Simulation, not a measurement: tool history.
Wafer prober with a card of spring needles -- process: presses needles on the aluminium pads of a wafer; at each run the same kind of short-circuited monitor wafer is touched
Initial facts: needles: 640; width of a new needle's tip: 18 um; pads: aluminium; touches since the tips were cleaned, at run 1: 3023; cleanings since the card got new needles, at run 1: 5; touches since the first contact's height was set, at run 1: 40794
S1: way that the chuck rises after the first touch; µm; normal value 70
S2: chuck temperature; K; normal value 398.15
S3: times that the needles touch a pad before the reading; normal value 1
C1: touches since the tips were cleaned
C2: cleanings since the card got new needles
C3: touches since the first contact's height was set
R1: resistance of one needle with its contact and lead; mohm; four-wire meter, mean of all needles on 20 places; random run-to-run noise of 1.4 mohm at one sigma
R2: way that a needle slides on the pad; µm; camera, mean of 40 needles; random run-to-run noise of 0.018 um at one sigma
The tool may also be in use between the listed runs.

| run | hour | S1 | S2 | S3 | C1 | C2 | C3 | R1 | R2 |
|---|---|---|---|---|---|---|---|---|---|
| 1 | 0 | 70 | 398.15 | 1 | 3023 | 5 | 40794 | 129 | 17.55 |
|  | 8.7 | tips cleaned on abrasive film |
|  | 22.4 | tips cleaned on abrasive film |
| 2 | 26.1 | 70 | 398.15 | 1 | 2187 | 7 | 56361 | 133 | 17.5 |
|  | 35.6 | tips cleaned on abrasive film |
|  | 47.4 | tips cleaned on abrasive film |
| 3 | 47.4 | 70 | 398.15 | 1 | 0 | 9 | 69080 | 129 | 17.5 |
|  | 59.1 | tips cleaned on abrasive film |
|  | 70.5 | tips cleaned on abrasive film |
| 4 | 77.8 | 70 | 398.15 | 1 | 4375 | 11 | 87272 | 127 | 17.5 |
|  | 82.6 | tips cleaned on abrasive film |
|  | 94.3 | tips cleaned on abrasive film |
| 5 | 100.8 | 70 | 398.15 | 2 | 3905 | 13 | 101016 | 130 | 17.47 |
|  | 108.1 | tips cleaned on abrasive film |
|  | 119.8 | tips cleaned on abrasive film |
|  | 120.1 | height of the first contact set anew |
| 6 | 130.8 | 70 | 398.15 | 1 | 6466 | 15 | 6466 | 132 | 17.45 |
|  | 132.2 | tips cleaned on abrasive film |
|  | 144.7 | tips cleaned on abrasive film |
| 7 | 153.1 | 70 | 398.15 | 1 | 5062 | 17 | 19751 | 132 | 17.45 |
|  | 157.5 | tips cleaned on abrasive film |
| 8 | 166.4 | 70 | 398.15 | 1 | 5369 | 18 | 27693 | 128 | 17.46 |
|  | 170.5 | tips cleaned on abrasive film |
|  | 182.9 | tips cleaned on abrasive film |
| 9 | 182.9 | 70 | 398.15 | 1 | 0 | 20 | 37521 | 126 | 17.47 |
|  | 196.3 | tips cleaned on abrasive film |
|  | 209.5 | tips cleaned on abrasive film |
| 10 | 211.5 | 70 | 398.15 | 1 | 1204 | 22 | 54601 | 130 | 17.45 |
|  | 221.7 | tips cleaned on abrasive film |
| 11 | 226.4 | 70 | 298.15 | 1 | 2825 | 23 | 63518 | 116 | 17.42 |
|  | 235.1 | tips cleaned on abrasive film |
| 12 | 241.3 | 70 | 298.15 | 1 | 3756 | 24 | 72443 | 117 | 17.42 |
|  | 248.7 | tips cleaned on abrasive film |
|  | 260.1 | tips cleaned on abrasive film |
|  | 271.9 | tips cleaned on abrasive film |
| 13 | 271.9 | 70 | 298.15 | 1 | 0 | 27 | 90700 | 116 | 17.37 |
|  | 283.7 | tips cleaned on abrasive film |
|  | 296.6 | tips cleaned on abrasive film |
| 14 | 299.2 | 70 | 398.15 | 1 | 1599 | 29 | 107022 | 130 | 17.41 |
|  | 308.2 | tips cleaned on abrasive film |
|  | 308.5 | height of the first contact set anew |
|  | 320.3 | tips cleaned on abrasive film |
| 15 | 323.3 | 70 | 398.15 | 1 | 1768 | 31 | 8830 | 129 | 17.41 |
|  | 332.6 | tips cleaned on abrasive film |
|  | 344.5 | tips cleaned on abrasive film |
| 16 | 344.5 | 56 | 346.15 | 1 | 0 | 33 | 21472 | 123 | 13.94 |
|  | 356 | tips cleaned on abrasive film |
|  | 369.1 | tips cleaned on abrasive film |
| 17 | 369.7 | 53 | 327.15 | 1 | 343 | 35 | 36553 | 122 | 13.17 |
|  | 381.3 | tips cleaned on abrasive film |
|  | 393.7 | tips cleaned on abrasive film |
| 18 | 393.7 | 75 | 308.15 | 1 | 0 | 37 | 50857 | 119 | 18.64 |
|  | 406.1 | tips cleaned on abrasive film |
| 19 | 415.9 | 87 | 398.15 | 3 | 5880 | 38 | 64197 | 128 | 21.59 |
|  | 418.7 | tips cleaned on abrasive film |
|  | 430.3 | tips cleaned on abrasive film |
|  | 443 | tips cleaned on abrasive film |
| 20 | 444.1 | 56 | 375.15 | 2 | 666 | 41 | 80971 | 128 | 13.87 |
|  | 455.8 | tips cleaned on abrasive film |
| 21 | 457.6 | 56 | 375.15 | 2 | 1060 | 42 | 89044 | 127 | 13.87 |
|  | 468.5 | tips cleaned on abrasive film |
| 22 | 475.7 | 66 | 341.15 | 1 | 4364 | 43 | 99907 | 122 | 16.33 |
|  | 480.6 | tips cleaned on abrasive film |
|  | 493.6 | tips cleaned on abrasive film |
|  | 496.2 | height of the first contact set anew |
|  | 506.5 | tips cleaned on abrasive film |
| 23 | 508.1 | 66 | 341.15 | 1 | 987 | 46 | 7146 | 123 | 16.34 |
|  | 517.9 | tips cleaned on abrasive film |
| 24 | 525.2 | 51 | 327.15 | 1 | 4397 | 47 | 17361 | 120 | 12.65 |
|  | 530.6 | tips cleaned on abrasive film |
|  | 542.7 | tips cleaned on abrasive film |
| 25 | 549.4 | 51 | 327.15 | 1 | 4074 | 49 | 31836 | 124 | 12.61 |
|  | 555.9 | tips cleaned on abrasive film |
|  | 567.5 | tips cleaned on abrasive film |
| 26 | 568.2 | 53 | 327.15 | 1 | 381 | 51 | 43006 | 122 | 13.09 |
|  | 579.6 | tips cleaned on abrasive film |
|  | 592.2 | tips cleaned on abrasive film |
| 27 | 597.3 | 52 | 299.15 | 2 | 3087 | 53 | 60452 | 119 | 12.85 |
|  | 605.5 | tips cleaned on abrasive film |
|  | 617.3 | tips cleaned on abrasive film |
| 28 | 625.9 | 76 | 356.15 | 1 | 5197 | 55 | 77532 | 124 | 18.77 |
|  | 629.7 | tips cleaned on abrasive film |
|  | 641.8 | tips cleaned on abrasive film |
| 29 | 651.5 | 72 | 398.15 | 2 | 5850 | 57 | 92842 | 128 | 17.79 |
|  | 653.8 | tips cleaned on abrasive film |
|  | 667.1 | tips cleaned on abrasive film |
| 30 | 672.8 | 72 | 398.15 | 2 | 3449 | 59 | 105517 | 131 | 17.76 |

Hidden state at the last listed run before each entry between runs and at the first one after, where it differs:
Runs 1 to 2: tips cleaned on abrasive film (hour 8.7); tips cleaned on abrasive film (hour 22.4)
  debris on the tips, nm: 0.8 -> 0.7; drift of the gauge itself on scrub_um, %: 0 -> -0.05
  the result without the hidden state subtracted from the measured one, R2: +0 -> -0.01 µm
Runs 2 to 3: tips cleaned on abrasive film (hour 35.6); tips cleaned on abrasive film (hour 47.4)
  debris on the tips, nm: 0.7 -> 0.1; drift of the gauge itself on scrub_um, %: -0.05 -> -0.1
  the result without the hidden state subtracted from the measured one, R2: -0.01 -> -0.02 µm
Runs 3 to 4: tips cleaned on abrasive film (hour 59.1); tips cleaned on abrasive film (hour 70.5)
  debris on the tips, nm: 0.1 -> 1.1; drift of the gauge itself on scrub_um, %: -0.1 -> -0.16
  the result without the hidden state subtracted from the measured one, R2: -0.02 -> -0.03 µm
Runs 4 to 5: tips cleaned on abrasive film (hour 82.6); tips cleaned on abrasive film (hour 94.3)
  debris on the tips, nm: 1.1 -> 1; way that the needles fall short of the set height, um: 0.01 -> 0.02; tips' diameter, um: 18 -> 18.01; drift of the gauge itself on scrub_um, %: -0.16 -> -0.2
  the result without the hidden state subtracted from the measured one, R2: -0.03 -> -0.04 µm
Runs 5 to 6: tips cleaned on abrasive film (hour 108.1); tips cleaned on abrasive film (hour 119.8); height of the first contact set anew (hour 120.1)
  debris on the tips, nm: 1 -> 1.4; way that the needles fall short of the set height, um: 0.02 -> 0; drift of the gauge itself on scrub_um, %: -0.2 -> -0.26
  the result without the hidden state subtracted from the measured one, R2: -0.04 -> -0.05 µm
Runs 6 to 7: tips cleaned on abrasive film (hour 132.2); tips cleaned on abrasive film (hour 144.7)
  debris on the tips, nm: 1.4 -> 1.1; drift of the gauge itself on scrub_um, %: -0.26 -> -0.31
  the result without the hidden state subtracted from the measured one, R2: -0.05 -> -0.06 µm
Runs 7 to 8: tips cleaned on abrasive film (hour 157.5)
  debris on the tips, nm: 1.1 -> 1.3; drift of the gauge itself on scrub_um, %: -0.31 -> -0.34
  the result without the hidden state subtracted from the measured one, R2: -0.06 -> -0.05 µm
Runs 8 to 9: tips cleaned on abrasive film (hour 170.5); tips cleaned on abrasive film (hour 182.9)
  debris on the tips, nm: 1.3 -> 0.1; way that the needles fall short of the set height, um: 0 -> 0.01; drift of the gauge itself on scrub_um, %: -0.34 -> -0.37
  the result without the hidden state subtracted from the measured one, R2: -0.05 -> -0.07 µm
Runs 9 to 10: tips cleaned on abrasive film (hour 196.3); tips cleaned on abrasive film (hour 209.5)
  debris on the tips, nm: 0.1 -> 0.5; drift of the gauge itself on scrub_um, %: -0.37 -> -0.43
  the result without the hidden state subtracted from the measured one, R2: -0.07 -> -0.07 µm
Runs 10 to 11: tips cleaned on abrasive film (hour 221.7)
  debris on the tips, nm: 0.5 -> 0.9; drift of the gauge itself on scrub_um, %: -0.43 -> -0.46
  the result without the hidden state subtracted from the measured one, R2: -0.07 -> -0.08 µm
Runs 11 to 12: tips cleaned on abrasive film (hour 235.1)
  debris on the tips, nm: 0.9 -> 1.1; drift of the gauge itself on scrub_um, %: -0.46 -> -0.49
  the result without the hidden state subtracted from the measured one, R2: -0.08 -> -0.09 µm
Runs 12 to 13: tips cleaned on abrasive film (hour 248.7); tips cleaned on abrasive film (hour 260.1); tips cleaned on abrasive film (hour 271.9)
  debris on the tips, nm: 1.1 -> 0.2; way that the needles fall short of the set height, um: 0.01 -> 0.02; drift of the gauge itself on scrub_um, %: -0.49 -> -0.55
  the result without the hidden state subtracted from the measured one, R2: -0.09 -> -0.1 µm
Runs 13 to 14: tips cleaned on abrasive film (hour 283.7); tips cleaned on abrasive film (hour 296.6)
  debris on the tips, nm: 0.2 -> 0.5; drift of the gauge itself on scrub_um, %: -0.55 -> -0.6
  the result without the hidden state subtracted from the measured one, R2: -0.1 -> -0.11 µm
Runs 14 to 15: tips cleaned on abrasive film (hour 308.2); height of the first contact set anew (hour 308.5); tips cleaned on abrasive film (hour 320.3)
  debris on the tips, nm: 0.5 -> 0.6; way that the needles fall short of the set height, um: 0.02 -> 0; drift of the gauge itself on scrub_um, %: -0.6 -> -0.65
  the result without the hidden state subtracted from the measured one, R2: -0.11 -> -0.12 µm
Runs 15 to 16: tips cleaned on abrasive film (hour 332.6); tips cleaned on abrasive film (hour 344.5)
  debris on the tips, nm: 0.6 -> 0.1; tips' diameter, um: 18.01 -> 18.02; drift of the gauge itself on scrub_um, %: -0.65 -> -0.69
  the result without the hidden state subtracted from the measured one, R2: -0.12 -> -0.09 µm
Runs 16 to 17: tips cleaned on abrasive film (hour 356); tips cleaned on abrasive film (hour 369.1)
  debris on the tips, nm: 0.1 -> 0.2; way that the needles fall short of the set height, um: 0 -> 0.01; drift of the gauge itself on scrub_um, %: -0.69 -> -0.74
  the result without the hidden state subtracted from the measured one, R2: -0.09 -> -0.1 µm
Runs 17 to 18: tips cleaned on abrasive film (hour 381.3); tips cleaned on abrasive film (hour 393.7)
  debris on the tips, nm: 0.2 -> 0.1; drift of the gauge itself on scrub_um, %: -0.74 -> -0.79
  the result without the hidden state subtracted from the measured one, R2: -0.1 -> -0.15 µm
Runs 18 to 19: tips cleaned on abrasive film (hour 406.1)
  debris on the tips, nm: 0.1 -> 1.3; drift of the gauge itself on scrub_um, %: -0.79 -> -0.84
  the result without the hidden state subtracted from the measured one, R2: -0.15 -> -0.18 µm
Runs 19 to 20: tips cleaned on abrasive film (hour 418.7); tips cleaned on abrasive film (hour 430.3); tips cleaned on abrasive film (hour 443)
  debris on the tips, nm: 1.3 -> 0.3; drift of the gauge itself on scrub_um, %: -0.84 -> -0.89
  the result without the hidden state subtracted from the measured one, R2: -0.18 -> -0.13 µm
Runs 20 to 21: tips cleaned on abrasive film (hour 455.8)
  debris on the tips, nm: 0.3 -> 0.4; way that the needles fall short of the set height, um: 0.01 -> 0.02; drift of the gauge itself on scrub_um, %: -0.89 -> -0.92
  the result without the hidden state subtracted from the measured one, R2: -0.13 -> -0.13 µm
Runs 21 to 22: tips cleaned on abrasive film (hour 468.5)
  debris on the tips, nm: 0.4 -> 1.1; drift of the gauge itself on scrub_um, %: -0.92 -> -0.96
  the result without the hidden state subtracted from the measured one, R2: -0.13 -> -0.16 µm
Runs 22 to 23: tips cleaned on abrasive film (hour 480.6); tips cleaned on abrasive film (hour 493.6); height of the first contact set anew (hour 496.2); tips cleaned on abrasive film (hour 506.5)
  debris on the tips, nm: 1.1 -> 0.4; way that the needles fall short of the set height, um: 0.02 -> 0; drift of the gauge itself on scrub_um, %: -0.96 -> -1.02
  the result without the hidden state subtracted from the measured one, R2: -0.16 -> -0.17 µm
Runs 23 to 24: tips cleaned on abrasive film (hour 517.9)
  debris on the tips, nm: 0.4 -> 1.2; drift of the gauge itself on scrub_um, %: -1.02 -> -1.06
  the result without the hidden state subtracted from the measured one, R2: -0.17 -> -0.13 µm
Runs 24 to 25: tips cleaned on abrasive film (hour 530.6); tips cleaned on abrasive film (hour 542.7)
  debris on the tips, nm: 1.2 -> 1.1; way that the needles fall short of the set height, um: 0 -> 0.01; drift of the gauge itself on scrub_um, %: -1.06 -> -1.11
  the result without the hidden state subtracted from the measured one, R2: -0.13 -> -0.14 µm
Runs 25 to 26: tips cleaned on abrasive film (hour 555.9); tips cleaned on abrasive film (hour 567.5)
  debris on the tips, nm: 1.1 -> 0.2; drift of the gauge itself on scrub_um, %: -1.11 -> -1.14
  the result without the hidden state subtracted from the measured one, R2: -0.14 -> -0.15 µm
Runs 26 to 27: tips cleaned on abrasive film (hour 579.6); tips cleaned on abrasive film (hour 592.2)
  debris on the tips, nm: 0.2 -> 0.8; tips' diameter, um: 18.02 -> 18.03; drift of the gauge itself on scrub_um, %: -1.14 -> -1.2
  the result without the hidden state subtracted from the measured one, R2: -0.15 -> -0.16 µm
Runs 27 to 28: tips cleaned on abrasive film (hour 605.5); tips cleaned on abrasive film (hour 617.3)
  debris on the tips, nm: 0.8 -> 1.2; drift of the gauge itself on scrub_um, %: -1.2 -> -1.26
  the result without the hidden state subtracted from the measured one, R2: -0.16 -> -0.24 µm
Runs 28 to 29: tips cleaned on abrasive film (hour 629.7); tips cleaned on abrasive film (hour 641.8)
  debris on the tips, nm: 1.2 -> 1.4; way that the needles fall short of the set height, um: 0.01 -> 0.02; drift of the gauge itself on scrub_um, %: -1.26 -> -1.31
  the result without the hidden state subtracted from the measured one, R2: -0.24 -> -0.24 µm
Runs 29 to 30: tips cleaned on abrasive film (hour 653.8); tips cleaned on abrasive film (hour 667.1)
  debris on the tips, nm: 1.4 -> 1; drift of the gauge itself on scrub_um, %: -1.31 -> -1.36
  the result without the hidden state subtracted from the measured one, R2: -0.24 -> -0.25 µm
